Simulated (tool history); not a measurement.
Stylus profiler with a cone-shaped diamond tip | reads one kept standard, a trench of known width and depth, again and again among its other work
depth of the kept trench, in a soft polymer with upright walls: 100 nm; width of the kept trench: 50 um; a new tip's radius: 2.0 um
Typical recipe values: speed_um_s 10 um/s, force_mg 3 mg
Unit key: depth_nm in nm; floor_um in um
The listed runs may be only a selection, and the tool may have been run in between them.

run   hour  speed_um_s  force_mg  depth_nm  floor_um
  1      0          10         3    101.55      48.7
  2   28.6          10         3    101.36      48.7
  3     53          10         3    101.51     48.68
  4   66.7          10         3    101.52     48.75
  5   86.3          10         3    101.46     48.68
  6   99.1           3         3    101.48     48.78
  7  124.9           3         3    101.39     48.75
  8  141.6          10         3    101.49     48.74
  9  163.9          10         3    101.44     48.72
 10  188.8           7         3    101.45     48.71
 11  214.2           3         3    101.45     48.71
 12  239.8          10      4.43     101.8      48.7
 13    271          10      4.43    102.01     48.74
 14  294.5          10      4.43     101.9     48.72
 15  309.7          10      4.43    101.89      48.7
 16  324.6          10      3.88    101.68     48.76
 17  349.5          10      3.88    101.72     48.68
 18  364.7          10      1.57    100.91     48.66
 19  379.8          10      1.57    100.91     48.68
 20    394          10      1.57     100.9     48.72
 21  419.9          30      1.57    100.91     48.58
 22  447.8          30      1.57    100.92     48.56
 23  475.7          30      1.57    100.97     48.55
 24  500.1          20       1.9    100.98     48.64
 25  527.1          20       1.9    101.07     48.59
 26    557          20      1.45    100.82     48.61
 27  583.4           7      1.23    100.75     48.67
 28  599.3           7      1.23    100.83     48.73
 29    619           7      1.23    100.65     48.66
 30  633.6           7      1.23     100.8     48.73
 31  656.2           7      1.23    100.77     48.68
 32  670.5          32      1.81    101.08     48.58
 33    684          32      1.81    100.98     48.56
 34  702.1          29      1.95    101.02     48.62
 35  719.1           4      2.39    101.19     48.73
 36  745.8           4      2.39    101.37     48.72
 37  772.6          18      1.15    100.79     48.62
 38  798.7           2       2.1    101.17     48.69
 39  827.6           2       2.1    101.16      48.7
 40  846.6           2       2.1    101.09     48.71
 41  866.3           2       2.1    101.05     48.76
 42  880.9          19      1.07    100.64     48.61
     888.3  -- height scale calibrated on a step standard
 43  912.7          19      1.07    100.75     48.57
 44  931.2          18      7.03    102.59     48.71
 45  948.3           4      5.42    102.25     48.79
 46  977.8          29      6.23    102.43     48.61

Here are 4 independent what-if runs from the current tool condition. What would each one return?
  A  1004.4          10      1.09         ?         ?
  B  1004.4          10      8.65         ?         ?
  C  1004.4          33      5.77         ?         ?
  D  1004.4          29      1.11         ?         ?

run  depth_nm  floor_um
  A    100.69     48.67
  B    102.95     48.74
  C     102.2     48.63
  D    100.77     48.46
What these runs would have given with no unlogged condition in the tool:
run  depth_nm  floor_um
  A    100.69     48.67
  B    102.94     48.74
  C     102.2     48.64
  D    100.77     48.46

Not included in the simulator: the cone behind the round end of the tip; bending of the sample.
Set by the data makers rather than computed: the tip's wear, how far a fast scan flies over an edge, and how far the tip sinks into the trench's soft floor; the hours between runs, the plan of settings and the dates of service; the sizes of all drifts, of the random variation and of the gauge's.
